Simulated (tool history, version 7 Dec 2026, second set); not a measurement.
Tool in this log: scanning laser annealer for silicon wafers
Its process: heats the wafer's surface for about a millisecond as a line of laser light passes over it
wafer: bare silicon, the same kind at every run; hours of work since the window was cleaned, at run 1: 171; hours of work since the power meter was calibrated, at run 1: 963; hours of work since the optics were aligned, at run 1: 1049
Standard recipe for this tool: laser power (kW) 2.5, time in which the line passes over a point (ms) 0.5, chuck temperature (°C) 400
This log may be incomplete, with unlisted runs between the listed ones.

run	hour	laser power (kW)	time in which the line passes over a point (ms)	chuck temperature (°C)	hours of work since the window was cleaned	hours of work since the power meter was calibrated	hours of work since the optics were aligned	highest temperature of the surface (°C)
1	0	2.5	0.5	400	171	963	1049	1144
2	84.1	2.5	0.5	390	231	1023	1109	1136
3	167.5	2.5	0.5	415	291	1083	1169	1157
4	233.8	2.5	0.5	400	338	1130	1216	1142
# hour 246: window over the wafer cleaned
5	276.9	2.449	0.5	400	22	1159	1245	1141
6	349.9	2.449	0.5	400	74	1212	1297	1136
7	409.4	2.5	0.5	400	117	1254	1340	1147
8	459.8	2.5	0.5	400	153	1290	1376	1146
9	523	2.5	0.5	400	198	1335	1421	1147
10	596.2	2.5	0.416	400	250	1387	1473	1087
11	644.4	2.5	0.416	400	284	1422	1508	1084
12	723	2.5	0.5	400	340	1478	1564	1140
# hour 736: window over the wafer cleaned
13	814.5	2.5	0.5	400	56	1542	1627	1149
14	904.3	2.5	0.382	400	120	1606	1692	1057
15	987.5	2.275	0.438	381	179	1665	1751	1021
16	1061.6	2.5	0.5	425	232	1718	1804	1170
17	1159.4	2.5	0.5	425	302	1788	1874	1164
# hour 1192.2: optics aligned, line set to its width
# hour 1228.5: window over the wafer cleaned
18	1233.3	2.5	0.5	425	3	1835	28	1196
19	1319.8	2.5	0.596	410	65	1897	90	1241
20	1379.4	2.446	0.596	410	108	1940	132	1224
21	1428	2.446	0.596	410	142	1974	167	1221
22	1511.6	2.29	0.5	400	202	2034	226	1096
23	1552.7	2.325	0.589	411	231	2063	256	1171
24	1649.1	2.5	0.415	400	300	2132	325	1093
# hour 1713.1: window over the wafer cleaned
25	1731.7	2.468	0.5	437	13	2190	382	1191
26	1824.4	2.505	0.604	400	79	2256	448	1234
27	1866.3	2.262	0.378	362	109	2286	478	968
28	1957	2.368	0.437	411	174	2350	543	1083

Across each entry between runs, compare the hidden state at the last listed run before it with the hidden state at the first listed run after it:
In the gap between runs 4 and 5: window over the wafer cleaned (hour 246)
  light that passes the window, % of a clean one's: 97.97 -> 99.88; width of the line over the set one, %: 3.02 -> 3.09
  the result without the hidden state subtracted from the measured one, highest temperature of the surface (°C): -24 -> -10
In the gap between runs 12 and 13: window over the wafer cleaned (hour 736)
  light that passes the window, % of a clean one's: 98.39 -> 99.69; laser's true power over the reading, %: 0.44 -> 0.46; width of the line over the set one, %: 3.87 -> 4.03
  the result without the hidden state subtracted from the measured one, highest temperature of the surface (°C): -23 -> -14
In the gap between runs 17 and 18: optics aligned, line set to its width (hour 1192.2); window over the wafer cleaned (hour 1228.5)
  light that passes the window, % of a clean one's: 98.46 -> 99.89; laser's true power over the reading, %: 0.53 -> 0.55; width of the line over the set one, %: 4.62 -> 0.1
  the result without the hidden state subtracted from the measured one, highest temperature of the surface (°C): -25 -> +3
In the gap between runs 24 and 25: window over the wafer cleaned (hour 1713.1)
  light that passes the window, % of a clean one's: 98.44 -> 99.62; laser's true power over the reading, %: 0.63 -> 0.65; width of the line over the set one, %: 0.82 -> 0.96
  the result without the hidden state subtracted from the measured one, highest temperature of the surface (°C): -9 -> -1
